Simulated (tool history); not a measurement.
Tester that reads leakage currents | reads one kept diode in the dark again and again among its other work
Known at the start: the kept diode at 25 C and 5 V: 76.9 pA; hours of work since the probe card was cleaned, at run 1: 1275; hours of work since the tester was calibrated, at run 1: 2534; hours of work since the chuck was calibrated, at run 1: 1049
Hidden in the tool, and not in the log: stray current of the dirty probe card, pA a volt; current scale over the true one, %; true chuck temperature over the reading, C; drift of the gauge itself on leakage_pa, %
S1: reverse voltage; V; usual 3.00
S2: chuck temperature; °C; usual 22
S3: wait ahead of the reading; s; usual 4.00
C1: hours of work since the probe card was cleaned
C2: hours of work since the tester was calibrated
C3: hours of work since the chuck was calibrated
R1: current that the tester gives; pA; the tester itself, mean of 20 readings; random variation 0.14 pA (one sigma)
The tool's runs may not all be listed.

{"run": 1, "day": 0.0, "S1": 3.0, "S2": 22, "S3": 4.0, "C1": 1275, "C2": 2534, "C3": 1049, "R1": 51.62}
{"run": 2, "day": 8.896, "S1": 3.0, "S2": 22, "S3": 4.0, "C1": 1378, "C2": 2636, "C3": 1151, "R1": 52.22}
{"run": 3, "day": 19.571, "S1": 3.0, "S2": 22, "S3": 4.0, "C1": 1501, "C2": 2759, "C3": 1274, "R1": 53.05}
{"run": 4, "day": 27.325, "S1": 3.0, "S2": 22, "S3": 4.0, "C1": 1590, "C2": 2849, "C3": 1363, "R1": 53.6}
{"run": 5, "day": 35.838, "S1": 3.0, "S2": 22, "S3": 4.0, "C1": 1688, "C2": 2947, "C3": 1462, "R1": 54.24}
{"run": 6, "day": 41.692, "S1": 3.0, "S2": 22, "S3": 4.0, "C1": 1756, "C2": 3014, "C3": 1529, "R1": 54.58}
{"run": 7, "day": 51.096, "S1": 3.0, "S2": 22, "S3": 4.0, "C1": 1864, "C2": 3122, "C3": 1637, "R1": 55.48}
{"day": 52.171, "done": "tester calibrated"}
{"run": 8, "day": 58.408, "S1": 3.0, "S2": 22, "S3": 4.0, "C1": 1948, "C2": 72, "C3": 1721, "R1": 54.85}
{"run": 9, "day": 67.075, "S1": 3.0, "S2": 22, "S3": 4.0, "C1": 2047, "C2": 172, "C3": 1821, "R1": 55.59}
{"run": 10, "day": 73.708, "S1": 3.0, "S2": 22, "S3": 4.0, "C1": 2124, "C2": 248, "C3": 1897, "R1": 55.92}
{"day": 80.638, "done": "probe card cleaned and baked"}
{"run": 11, "day": 83.196, "S1": 3.0, "S2": 22, "S3": 4.0, "C1": 29, "C2": 356, "C3": 2005, "R1": 48.03}
{"run": 12, "day": 92.696, "S1": 3.0, "S2": 22, "S3": 4.0, "C1": 139, "C2": 466, "C3": 2114, "R1": 48.73}
{"run": 13, "day": 97.346, "S1": 3.0, "S2": 22, "S3": 4.0, "C1": 193, "C2": 519, "C3": 2168, "R1": 49.2}
{"day": 102.338, "done": "chuck's temperature calibrated"}
{"run": 14, "day": 103.104, "S1": 3.0, "S2": 22, "S3": 4.0, "C1": 258, "C2": 585, "C3": 9, "R1": 45.31}
{"run": 15, "day": 113.283, "S1": 3.0, "S2": 22, "S3": 4.0, "C1": 375, "C2": 702, "C3": 126, "R1": 46.1}
{"run": 16, "day": 123.375, "S1": 3.0, "S2": 22, "S3": 4.0, "C1": 492, "C2": 818, "C3": 242, "R1": 46.76}
{"run": 17, "day": 129.338, "S1": 3.0, "S2": 22, "S3": 4.0, "C1": 560, "C2": 887, "C3": 311, "R1": 47.31}
{"run": 18, "day": 133.917, "S1": 3.0, "S2": 22, "S3": 4.0, "C1": 613, "C2": 940, "C3": 364, "R1": 47.54}
{"run": 19, "day": 139.696, "S1": 3.0, "S2": 38, "S3": 4.0, "C1": 680, "C2": 1006, "C3": 431, "R1": 206.69}
{"run": 20, "day": 149.054, "S1": 3.0, "S2": 22, "S3": 4.0, "C1": 787, "C2": 1114, "C3": 538, "R1": 48.58}
{"run": 21, "day": 157.45, "S1": 3.0, "S2": 22, "S3": 4.0, "C1": 884, "C2": 1211, "C3": 635, "R1": 49.53}
{"run": 22, "day": 167.296, "S1": 3.0, "S2": 22, "S3": 4.0, "C1": 998, "C2": 1324, "C3": 749, "R1": 50.07}
{"run": 23, "day": 172.996, "S1": 3.0, "S2": 22, "S3": 4.0, "C1": 1063, "C2": 1390, "C3": 814, "R1": 50.53}
{"run": 24, "day": 179.292, "S1": 3.0, "S2": 55, "S3": 2.31, "C1": 1136, "C2": 1463, "C3": 887, "R1": 881.82}
{"run": 25, "day": 187.512, "S1": 3.0, "S2": 55, "S3": 2.31, "C1": 1231, "C2": 1557, "C3": 982, "R1": 885.07}
{"run": 26, "day": 195.175, "S1": 3.0, "S2": 55, "S3": 2.31, "C1": 1319, "C2": 1646, "C3": 1070, "R1": 886.99}
{"run": 27, "day": 199.842, "S1": 3.0, "S2": 55, "S3": 2.31, "C1": 1373, "C2": 1699, "C3": 1124, "R1": 892.38}
{"run": 28, "day": 207.8, "S1": 3.0, "S2": 20, "S3": 1.4, "C1": 1464, "C2": 1791, "C3": 1215, "R1": 44.98}
{"run": 29, "day": 217.883, "S1": 13.63, "S2": 20, "S3": 1.4, "C1": 1581, "C2": 1907, "C3": 1331, "R1": 114.94}
{"run": 30, "day": 225.142, "S1": 6.85, "S2": 23, "S3": 2.02, "C1": 1664, "C2": 1991, "C3": 1415, "R1": 95.62}
{"run": 31, "day": 235.962, "S1": 3.0, "S2": 39, "S3": 4.0, "C1": 1789, "C2": 2116, "C3": 1540, "R1": 242.3}
{"run": 32, "day": 246.946, "S1": 3.0, "S2": 27, "S3": 4.0, "C1": 1916, "C2": 2242, "C3": 1666, "R1": 85.91}
{"run": 33, "day": 252.7, "S1": 3.0, "S2": 29, "S3": 3.94, "C1": 1982, "C2": 2308, "C3": 1733, "R1": 102.92}
{"run": 34, "day": 258.304, "S1": 11.55, "S2": 34, "S3": 0.73, "C1": 2046, "C2": 2373, "C3": 1797, "R1": 338.11}
{"run": 35, "day": 267.0, "S1": 11.55, "S2": 34, "S3": 0.73, "C1": 2147, "C2": 2473, "C3": 1897, "R1": 341.78}
{"day": 271.746, "done": "probe card cleaned and baked"}
{"run": 36, "day": 274.496, "S1": 4.6, "S2": 29, "S3": 7.39, "C1": 32, "C2": 2558, "C3": 1982, "R1": 119.59}
{"run": 37, "day": 283.808, "S1": 4.6, "S2": 29, "S3": 7.39, "C1": 139, "C2": 2665, "C3": 2090, "R1": 121.79}
{"run": 38, "day": 290.808, "S1": 4.6, "S2": 29, "S3": 7.39, "C1": 220, "C2": 2746, "C3": 2170, "R1": 123.02}
{"day": 295.646, "done": "chuck's temperature calibrated"}
{"run": 39, "day": 301.246, "S1": 14.2, "S2": 45, "S3": 7.39, "C1": 339, "C2": 2865, "C3": 65, "R1": 858.15}

Forecast each of these 3 alternatives for the next run:
{"run": "A", "day": 309.633, "S1": 14.31, "S2": 58, "S3": 4.24, "C1": 436, "C2": 2962, "C3": 161, "R1": "?"}
{"run": "B", "day": 309.633, "S1": 12.1, "S2": 47, "S3": 4.8, "C1": 436, "C2": 2962, "C3": 161, "R1": "?"}
{"run": "C", "day": 309.633, "S1": 3.0, "S2": 46, "S3": 4.0, "C1": 436, "C2": 2962, "C3": 161, "R1": "?"}

run=A R1=2493.88
run=B R1=933.67
run=C R1=415.96
Without the tool's hidden state the same runs would have given:
run=A R1=2394.66
run=B R1=891.52
run=C R1=398.49

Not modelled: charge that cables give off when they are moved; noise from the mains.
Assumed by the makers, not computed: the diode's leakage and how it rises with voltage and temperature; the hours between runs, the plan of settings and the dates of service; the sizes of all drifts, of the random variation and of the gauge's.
